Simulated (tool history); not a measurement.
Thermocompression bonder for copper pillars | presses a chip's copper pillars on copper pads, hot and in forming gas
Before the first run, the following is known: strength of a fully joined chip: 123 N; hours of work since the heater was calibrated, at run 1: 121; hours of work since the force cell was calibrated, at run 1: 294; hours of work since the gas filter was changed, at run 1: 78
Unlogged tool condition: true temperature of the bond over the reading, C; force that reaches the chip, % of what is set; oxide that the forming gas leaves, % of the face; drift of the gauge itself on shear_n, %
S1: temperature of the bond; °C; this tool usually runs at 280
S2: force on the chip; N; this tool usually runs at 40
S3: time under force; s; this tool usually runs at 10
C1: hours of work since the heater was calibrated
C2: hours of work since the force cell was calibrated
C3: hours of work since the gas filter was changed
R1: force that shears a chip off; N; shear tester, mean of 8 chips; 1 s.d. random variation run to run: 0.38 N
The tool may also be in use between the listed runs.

Run 1, hour 0: usual settings; C1 121; C2 294; C3 78. Result: R1 61.9 N.
Run 2, hour 17.1: usual settings; C1 131; C2 303; C3 88. Result: R1 61.8 N.
Run 3, hour 29.6: usual settings; C1 138; C2 310; C3 95. Result: R1 62.4 N.
Run 4, hour 46.1: usual settings; C1 147; C2 320; C3 104. Result: R1 62 N.
Run 5, hour 54.2: usual settings but S2 34 N; C1 152; C2 324; C3 109. Result: R1 54.9 N.
Run 6, hour 62.2: usual settings but S2 34 N; C1 156; C2 329; C3 113. Result: R1 54.8 N.
Run 7, hour 74.3: usual settings but S2 34 N; C1 163; C2 336; C3 120. Result: R1 54.2 N.
Run 8, hour 85.9: usual settings but S2 34 N; C1 169; C2 342; C3 126. Result: R1 55 N.
Run 9, hour 94.6: usual settings but S2 34 N; C1 174; C2 347; C3 131. Result: R1 54.3 N.
Run 10, hour 109.5: usual settings but S2 34 N; C1 183; C2 355; C3 140. Result: R1 54.1 N.
Run 11, hour 120.5: usual settings but S2 34 N; C1 189; C2 362; C3 146. Result: R1 54.7 N.
Run 12, hour 134.4: usual settings but S2 34 N, S3 13 s; C1 197; C2 369; C3 154. Result: R1 59.5 N.
Run 13, hour 143.1: usual settings but S1 250 °C; C1 202; C2 374; C3 159. Result: R1 43.4 N.
At hour 146.4: heater calibrated with a thermocouple chip.
Run 14, hour 161: usual settings but S1 250 °C; C1 8; C2 383; C3 168. Result: R1 44.1 N.
Run 15, hour 174.9: usual settings but S1 250 °C, S2 54 N; C1 16; C2 391; C3 175. Result: R1 56.9 N.
Run 16, hour 190.6: usual settings but S1 250 °C, S2 54 N; C1 25; C2 400; C3 184. Result: R1 56.4 N.
At hour 198.8: heater calibrated with a thermocouple chip, once more.
Run 17, hour 201.6: usual settings but S1 250 °C, S2 54 N; C1 2; C2 405; C3 189. Result: R1 52.3 N.
Run 18, hour 212.2: usual settings; C1 8; C2 411; C3 195. Result: R1 59.5 N.
Run 19, hour 222.4: usual settings but S2 25 N; C1 13; C2 417; C3 201. Result: R1 40.8 N.
Run 20, hour 237.6: usual settings but S2 25 N; C1 22; C2 425; C3 209. Result: R1 40.7 N.
Run 21, hour 250.5: usual settings but S2 25 N; C1 29; C2 432; C3 217. Result: R1 40.1 N.
Run 22, hour 261: usual settings but S2 25 N; C1 35; C2 438; C3 223. Result: R1 40.9 N.
Run 23, hour 268.7: usual settings but S2 25 N; C1 39; C2 443; C3 227. Result: R1 40 N.
Run 24, hour 276.7: usual settings but S2 41 N, S3 14 s; C1 44; C2 447; C3 231. Result: R1 67.2 N.
Run 25, hour 288.3: usual settings but S1 263 °C, S2 47 N, S3 12 s; C1 50; C2 454; C3 238. Result: R1 58.8 N.
Run 26, hour 297.4: usual settings but S1 265 °C, S2 31 N, S3 8 s; C1 55; C2 459; C3 243. Result: R1 36.5 N.
Run 27, hour 313.2: usual settings but S1 298 °C, S3 14 s; C1 64; C2 468; C3 252. Result: R1 76.6 N.
Run 28, hour 327.7: usual settings but S1 295 °C, S2 28 N, S3 14 s; C1 72; C2 476; C3 260. Result: R1 59.7 N.
Run 29, hour 341.2: usual settings but S1 295 °C, S2 28 N, S3 14 s; C1 80; C2 483; C3 268. Result: R1 59.3 N.
Run 30, hour 356.6: usual settings but S1 266 °C; C1 89; C2 492; C3 276. Result: R1 50.4 N.
Run 31, hour 369.4: usual settings but S1 302 °C, S2 45 N, S3 25 s; C1 96; C2 499; C3 284. Result: R1 93.4 N.
Run 32, hour 384: usual settings but S2 24 N, S3 28 s; C1 104; C2 507; C3 292. Result: R1 57.1 N.
Run 33, hour 396.7: usual settings but S2 24 N, S3 28 s; C1 111; C2 515; C3 299. Result: R1 56.9 N.
Run 34, hour 406.1: usual settings but S2 24 N, S3 28 s; C1 117; C2 520; C3 304. Result: R1 56.6 N.
Run 35, hour 419.8: usual settings but S2 24 N, S3 28 s; C1 124; C2 528; C3 312. Result: R1 56.4 N.
At hour 430.9: forming gas filter changed.
Run 36, hour 432.4: usual settings but S1 288 °C, S2 60 N, S3 7 s; C1 131; C2 534; C3 1. Result: R1 81.7 N.
Run 37, hour 444.7: usual settings but S1 288 °C, S2 60 N, S3 7 s; C1 138; C2 541; C3 8. Result: R1 81.9 N.
Run 38, hour 453.9: usual settings but S1 306 °C, S3 12 s; C1 143; C2 546; C3 13. Result: R1 85.5 N.
Run 39, hour 466.6: usual settings but S3 22 s; C1 150; C2 554; C3 20. Result: R1 82.2 N.

How the hidden state differs across the entries between the runs, from the last listed run before each to the first after it:
Logged between run 13 and run 14: heater calibrated with a thermocouple chip (hour 146.4)
  true temperature of the bond over the reading, C: 3.6 -> 5.7; oxide that the forming gas leaves, % of the face: 5.88 -> 6.13
  measured result minus the result with no hidden state, R1: +0.1 -> +1.2 N
Logged between run 16 and run 17: heater calibrated with a thermocouple chip, once more (hour 198.8)
  true temperature of the bond over the reading, C: 6 -> 0.8; force that reaches the chip, % of what is set: 101.2 -> 101.3; oxide that the forming gas leaves, % of the face: 6.61 -> 6.75
  measured result minus the result with no hidden state, R1: +1.1 -> -2.4 N
Logged between run 35 and run 36: forming gas filter changed (hour 430.9)
  true temperature of the bond over the reading, C: 3.1 -> 3.2; force that reaches the chip, % of what is set: 101.5 -> 101.6; oxide that the forming gas leaves, % of the face: 10.48 -> 0.58
  measured result minus the result with no hidden state, R1: -3.6 -> +2.9 N
